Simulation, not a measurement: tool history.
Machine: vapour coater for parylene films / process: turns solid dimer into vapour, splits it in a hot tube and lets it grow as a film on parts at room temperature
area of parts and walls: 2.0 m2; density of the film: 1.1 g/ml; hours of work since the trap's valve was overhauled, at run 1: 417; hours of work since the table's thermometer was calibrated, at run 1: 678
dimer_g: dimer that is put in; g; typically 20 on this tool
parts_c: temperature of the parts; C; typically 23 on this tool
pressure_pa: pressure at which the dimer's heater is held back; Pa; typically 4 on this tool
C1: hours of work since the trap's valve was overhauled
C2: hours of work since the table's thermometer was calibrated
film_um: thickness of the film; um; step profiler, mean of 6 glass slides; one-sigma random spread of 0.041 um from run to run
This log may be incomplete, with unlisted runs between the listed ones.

{"run": 1, "hour": 0.0, "dimer_g": 20, "parts_c": 23, "pressure_pa": 4, "C1": 417, "C2": 678, "film_um": 4.51}
{"run": 2, "hour": 31.2, "dimer_g": 20, "parts_c": 23, "pressure_pa": 8.85, "C1": 433, "C2": 695, "film_um": 4.28}
{"run": 3, "hour": 51.9, "dimer_g": 20, "parts_c": 23, "pressure_pa": 8.85, "C1": 444, "C2": 706, "film_um": 4.23}
{"run": 4, "hour": 73.0, "dimer_g": 20, "parts_c": 23, "pressure_pa": 4, "C1": 456, "C2": 717, "film_um": 4.53}
{"run": 5, "hour": 90.8, "dimer_g": 20, "parts_c": 23, "pressure_pa": 4, "C1": 465, "C2": 727, "film_um": 4.44}
{"run": 6, "hour": 109.6, "dimer_g": 20, "parts_c": 23, "pressure_pa": 4, "C1": 475, "C2": 737, "film_um": 4.45}
{"run": 7, "hour": 143.5, "dimer_g": 20, "parts_c": 23, "pressure_pa": 4, "C1": 493, "C2": 755, "film_um": 4.41}
{"run": 8, "hour": 166.1, "dimer_g": 20, "parts_c": 23, "pressure_pa": 4, "C1": 505, "C2": 767, "film_um": 4.46}
{"run": 9, "hour": 201.1, "dimer_g": 27, "parts_c": 32, "pressure_pa": 4, "C1": 524, "C2": 786, "film_um": 5.3}
{"run": 10, "hour": 233.3, "dimer_g": 27, "parts_c": 32, "pressure_pa": 4, "C1": 541, "C2": 803, "film_um": 5.34}
{"run": 11, "hour": 249.1, "dimer_g": 27, "parts_c": 18, "pressure_pa": 11.03, "C1": 550, "C2": 811, "film_um": 5.97}
{"run": 12, "hour": 282.7, "dimer_g": 27, "parts_c": 18, "pressure_pa": 11.03, "C1": 568, "C2": 829, "film_um": 6.04}
{"run": 13, "hour": 311.7, "dimer_g": 27, "parts_c": 18, "pressure_pa": 11.03, "C1": 583, "C2": 845, "film_um": 5.98}
{"run": 14, "hour": 345.6, "dimer_g": 17, "parts_c": 23, "pressure_pa": 4, "C1": 601, "C2": 863, "film_um": 3.82}

Consider 5 possible next runs. They are alternatives, not a sequence: every one starts from the tool as it was left by run 14. What does each give?
{"run": "A", "hour": 375.2, "dimer_g": 8, "parts_c": 33, "pressure_pa": 7.31, "C1": 617, "C2": 878, "film_um": "?"}
{"run": "B", "hour": 375.2, "dimer_g": 17, "parts_c": 23, "pressure_pa": 4.27, "C1": 617, "C2": 878, "film_um": "?"}
{"run": "C", "hour": 375.2, "dimer_g": 9, "parts_c": 23, "pressure_pa": 4.33, "C1": 617, "C2": 878, "film_um": "?"}
{"run": "D", "hour": 375.2, "dimer_g": 9, "parts_c": 23, "pressure_pa": 10.7, "C1": 617, "C2": 878, "film_um": "?"}
{"run": "E", "hour": 375.2, "dimer_g": 10, "parts_c": 17, "pressure_pa": 7.05, "C1": 617, "C2": 878, "film_um": "?"}

run=A film_um=1.44
run=B film_um=3.78
run=C film_um=2.06
run=D film_um=1.85
run=E film_um=2.35
With no hidden state in the tool, these same runs would have given:
run=A film_um=1.45
run=B film_um=3.81
run=C film_um=2.07
run=D film_um=1.86
run=E film_um=2.37
